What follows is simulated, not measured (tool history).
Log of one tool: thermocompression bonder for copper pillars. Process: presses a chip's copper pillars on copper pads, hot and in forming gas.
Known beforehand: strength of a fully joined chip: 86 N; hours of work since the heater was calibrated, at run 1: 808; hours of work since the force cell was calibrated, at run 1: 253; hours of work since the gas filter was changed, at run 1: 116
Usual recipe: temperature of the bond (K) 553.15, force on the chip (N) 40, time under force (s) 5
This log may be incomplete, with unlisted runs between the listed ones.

| run | day | temperature of the bond (K) | force on the chip (N) | time under force (s) | hours of work since the heater was calibrated | hours of work since the force cell was calibrated | hours of work since the gas filter was changed | force that shears a chip off (N) |
|---|---|---|---|---|---|---|---|---|
| 1 | 0 | 553.15 | 40 | 5 | 808 | 253 | 116 | 50.6 |
| 2 | 0.571 | 553.15 | 40 | 12 | 814 | 259 | 122 | 64.3 |
| 3 | 1.229 | 553.15 | 40 | 12 | 821 | 266 | 129 | 66.3 |
| 4 | 1.6 | 553.15 | 40 | 12 | 825 | 270 | 133 | 64.9 |
| 5 | 2.004 | 553.15 | 40 | 15 | 829 | 275 | 137 | 68.5 |
|  | 2.121 | heater calibrated with a thermocouple chip |
| 6 | 2.571 | 553.15 | 40 | 15 | 5 | 280 | 142 | 65.7 |
| 7 | 2.954 | 553.15 | 40 | 15 | 9 | 284 | 146 | 67.6 |
| 8 | 3.3 | 553.15 | 40 | 15 | 13 | 288 | 150 | 67.5 |
| 9 | 3.692 | 572.15 | 40 | 7 | 17 | 292 | 154 | 66.5 |
| 10 | 4.162 | 572.15 | 40 | 7 | 22 | 297 | 159 | 67.4 |
| 11 | 4.546 | 553.15 | 28 | 13 | 26 | 301 | 163 | 48.3 |
| 12 | 5.092 | 567.15 | 32 | 5 | 32 | 307 | 169 | 48.9 |
| 13 | 5.679 | 546.15 | 26 | 13 | 38 | 313 | 176 | 41 |

Predict each of these 3 candidate next runs independently; none follows another, all start after run 13:
|  | 6.046 | heater calibrated with a thermocouple chip, once more |
| A | 6.304 | 538.15 | 26 | 13 | 3 | 319 | 181 | ? |
|  | 6.046 | heater calibrated with a thermocouple chip, once more |
| B | 6.304 | 538.15 | 27 | 8 | 3 | 319 | 181 | ? |
|  | 6.046 | heater calibrated with a thermocouple chip, once more |
| C | 6.304 | 576.15 | 26 | 13 | 3 | 319 | 181 | ? |

| run | force that shears a chip off (N) |
|---|---|
| A | 39.7 |
| B | 34.7 |
| C | 62.6 |
Take away the tool's hidden state, keep each run's random variation, and the runs would have read:
| run | force that shears a chip off (N) |
|---|---|
| A | 41.9 |
| B | 36.6 |
| C | 65.8 |

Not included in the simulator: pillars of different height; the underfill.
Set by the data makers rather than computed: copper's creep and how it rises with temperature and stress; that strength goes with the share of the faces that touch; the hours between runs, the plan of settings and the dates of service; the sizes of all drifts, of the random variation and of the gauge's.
